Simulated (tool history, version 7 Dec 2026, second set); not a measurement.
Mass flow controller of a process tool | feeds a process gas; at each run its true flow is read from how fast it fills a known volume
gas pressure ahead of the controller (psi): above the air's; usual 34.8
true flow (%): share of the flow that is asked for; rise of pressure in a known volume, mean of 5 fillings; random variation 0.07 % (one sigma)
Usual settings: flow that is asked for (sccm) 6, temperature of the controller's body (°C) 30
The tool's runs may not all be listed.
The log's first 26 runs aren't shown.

| run | hour | flow that is asked for (sccm) | gas pressure ahead of the controller (psi) | temperature of the controller's body (°C) | true flow (%) |
|---|---|---|---|---|---|
| 27 | 2722.6 | 7 | 30.6 | 35 | 100.17 |
| 28 | 2855.0 | 6 | 23.9 | 30 | 99.58 |
| 29 | 2976.8 | 18 | 24.5 | 35 | 102.02 |
| 30 | 3082.5 | 18 | 24.5 | 35 | 102.22 |
| 31 | 3228.4 | 18 | 24.5 | 35 | 102.27 |
| 32 | 3358.8 | 19 | 30.6 | 35 | 102.29 |
| 33 | 3442.1 | 19 | 30.6 | 35 | 102.22 |
|  | 3505.7 | gauge calibrated |
| 34 | 3520.6 | 19 | 30.6 | 35 | 100.89 |
| 35 | 3661.1 | 9 | 30.6 | 35 | 99.38 |
| 36 | 3733.3 | 2 | 40.6 | 35 | 98.11 |
| 37 | 3820.1 | 2 | 23.1 | 35 | 98.66 |
| 38 | 3916.9 | 4 | 24.5 | 26 | 97.89 |
| 39 | 4074.9 | 4 | 24.5 | 26 | 98.14 |
| 40 | 4144.1 | 4 | 24.5 | 26 | 98.06 |
| 41 | 4276.5 | 3 | 23.4 | 38 | 99.22 |
| 42 | 4396.6 | 6 | 34.8 | 22 | 97.70 |
| 43 | 4503.3 | 11 | 27.7 | 39 | 100.48 |
| 44 | 4583.7 | 8 | 27.7 | 39 | 100.10 |
| 45 | 4684.4 | 2 | 35.4 | 30 | 98.04 |
| 46 | 4768.2 | 2 | 35.0 | 30 | 98.09 |
| 47 | 4850.4 | 2 | 35.0 | 30 | 98.20 |
| 48 | 4979.6 | 2 | 35.0 | 30 | 98.20 |

4 ways to go on from here, each from the tool as it stands after run 48. What would each give?
| A | 5110.9 | 6 | 34.8 | 27 | ? |
| B | 5110.9 | 3 | 38.4 | 22 | ? |
| C | 5110.9 | 2 | 34.8 | 27 | ? |
| D | 5110.9 | 9 | 34.8 | 29 | ? |

| run | true flow (%) |
|---|---|
| A | 98.56 |
| B | 97.26 |
| C | 97.94 |
| D | 99.29 |
Without the tool's hidden state the same runs would have given:
| run | true flow (%) |
|---|---|
| A | 97.96 |
| B | 96.68 |
| C | 97.37 |
| D | 98.68 |
